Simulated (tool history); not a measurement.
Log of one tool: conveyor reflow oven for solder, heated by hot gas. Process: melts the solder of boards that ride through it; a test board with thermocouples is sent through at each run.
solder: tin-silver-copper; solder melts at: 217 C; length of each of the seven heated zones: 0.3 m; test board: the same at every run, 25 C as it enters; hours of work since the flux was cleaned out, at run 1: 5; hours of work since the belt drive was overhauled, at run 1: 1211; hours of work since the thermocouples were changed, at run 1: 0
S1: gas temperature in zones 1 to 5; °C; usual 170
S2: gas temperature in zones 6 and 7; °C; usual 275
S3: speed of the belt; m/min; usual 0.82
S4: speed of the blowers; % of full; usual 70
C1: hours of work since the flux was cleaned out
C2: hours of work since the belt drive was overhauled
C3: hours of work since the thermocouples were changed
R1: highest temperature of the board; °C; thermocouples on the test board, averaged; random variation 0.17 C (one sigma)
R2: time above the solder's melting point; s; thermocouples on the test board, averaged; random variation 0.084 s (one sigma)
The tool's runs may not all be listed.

| run | hour | S1 | S2 | S3 | S4 | C1 | C2 | C3 | R1 | R2 |
|---|---|---|---|---|---|---|---|---|---|---|
| 1 | 0 | 170 | 275 | 0.82 | 70 | 5 | 1211 | 0 | 255.3 | 33.49 |
| 2 | 42 | 170 | 275 | 0.82 | 70 | 33 | 1239 | 28 | 254.7 | 33.4 |
| 3 | 96 | 170 | 275 | 0.82 | 72 | 70 | 1275 | 65 | 254.9 | 33.34 |
| 4 | 142.9 | 170 | 275 | 0.82 | 70 | 101 | 1307 | 97 | 254 | 32.93 |
| 5 | 191.1 | 170 | 288 | 0.82 | 70 | 134 | 1340 | 129 | 264.6 | 36.93 |
|  | 212.1 | belt drive overhauled, speed set with a stopwatch |
| 6 | 226.1 | 170 | 288 | 0.82 | 70 | 155 | 9 | 150 | 263.1 | 35.43 |
| 7 | 261.7 | 170 | 288 | 0.82 | 70 | 179 | 34 | 174 | 262.8 | 35.17 |
| 8 | 291.5 | 170 | 288 | 0.82 | 70 | 199 | 54 | 194 | 262.2 | 35.31 |
|  | 341.6 | flux residue cleaned out of gas plates and filters |
| 9 | 356.7 | 170 | 288 | 0.82 | 70 | 10 | 94 | 235 | 259.2 | 33.65 |
| 10 | 396.2 | 170 | 288 | 0.82 | 70 | 37 | 121 | 262 | 259.1 | 33.55 |
| 11 | 428.6 | 170 | 275 | 0.82 | 70 | 59 | 143 | 284 | 248.7 | 28.83 |
| 12 | 486.9 | 170 | 275 | 0.82 | 70 | 98 | 182 | 323 | 247.8 | 28.41 |
| 13 | 549 | 170 | 275 | 0.82 | 70 | 140 | 224 | 365 | 247.3 | 28.31 |
| 14 | 594 | 170 | 275 | 0.82 | 70 | 171 | 255 | 395 | 246.7 | 27.91 |
| 15 | 634.3 | 170 | 275 | 0.82 | 70 | 198 | 282 | 423 | 246.6 | 27.63 |
| 16 | 678.2 | 170 | 275 | 0.872 | 64 | 228 | 312 | 452 | 242 | 23.02 |
|  | 689.6 | flux residue cleaned out of gas plates and filters |
|  | 715.7 | flux residue cleaned out of gas plates and filters, once more |
| 17 | 717.7 | 169 | 286 | 0.679 | 64 | 1 | 332 | 472 | 269.9 | 46.03 |
| 18 | 765.6 | 169 | 286 | 0.679 | 64 | 34 | 364 | 505 | 269.7 | 45.83 |
| 19 | 802.6 | 169 | 286 | 0.679 | 64 | 59 | 389 | 530 | 269.3 | 45.78 |
| 20 | 867.3 | 169 | 286 | 0.679 | 64 | 102 | 433 | 573 | 269.1 | 45.61 |
| 21 | 922.9 | 169 | 286 | 0.679 | 64 | 140 | 470 | 611 | 268.7 | 45.44 |
| 22 | 969.8 | 175 | 283 | 0.687 | 70 | 172 | 502 | 643 | 267.2 | 45.85 |
| 23 | 1026.9 | 157 | 274 | 0.687 | 70 | 210 | 541 | 681 | 256.3 | 37.73 |
|  | 1061.9 | flux residue cleaned out of gas plates and filters |
| 24 | 1071.2 | 182 | 274 | 0.687 | 50 | 6 | 567 | 708 | 258.7 | 44.35 |
| 25 | 1136.7 | 170 | 289 | 0.77 | 62 | 51 | 611 | 752 | 267.5 | 39.77 |
| 26 | 1167.3 | 170 | 289 | 0.77 | 62 | 71 | 632 | 773 | 267.1 | 39.68 |
| 27 | 1216.9 | 170 | 275 | 0.713 | 70 | 105 | 666 | 806 | 259 | 40.35 |
| 28 | 1245.1 | 173 | 283 | 0.761 | 55 | 124 | 685 | 825 | 260.8 | 38.23 |
| 29 | 1284.7 | 173 | 283 | 0.761 | 55 | 151 | 712 | 852 | 260.6 | 38.3 |

The same runs without the tool's hidden state, with the same run-to-run variation:
The hidden state here: heat that the gas passes to the board, % of a clean oven's; belt's true speed, % of the reading; true gas temperature in zones 6 and 7 over the reading, C; drift of the gauge itself on peak_c, C; drift of the gauge itself on liquid_s, %.
| run | R1 | R2 |
|---|---|---|
| 1 | 254.7 | 32.38 |
| 2 | 254.3 | 32.43 |
| 3 | 255 | 32.57 |
| 4 | 254.4 | 32.33 |
| 5 | 265.5 | 36.29 |
| 6 | 265.4 | 36.3 |
| 7 | 265.3 | 36.14 |
| 8 | 265 | 36.39 |
| 9 | 265.3 | 36.07 |
| 10 | 265.5 | 36.13 |
| 11 | 254.8 | 32.29 |
| 12 | 254.5 | 32.2 |
| 13 | 254.5 | 32.45 |
| 14 | 254.5 | 32.33 |
| 15 | 254.7 | 32.25 |
| 16 | 250.9 | 28.5 |
| 17 | 269.4 | 45.55 |
| 18 | 269.4 | 45.45 |
| 19 | 269.3 | 45.46 |
| 20 | 269.5 | 45.4 |
| 21 | 269.4 | 45.35 |
| 22 | 268.2 | 45.83 |
| 23 | 257.9 | 38.37 |
| 24 | 257.8 | 43.47 |
| 25 | 267.1 | 39.18 |
| 26 | 266.9 | 39.17 |
| 27 | 259.1 | 40 |
| 28 | 261.1 | 37.95 |
| 29 | 261.2 | 38.11 |
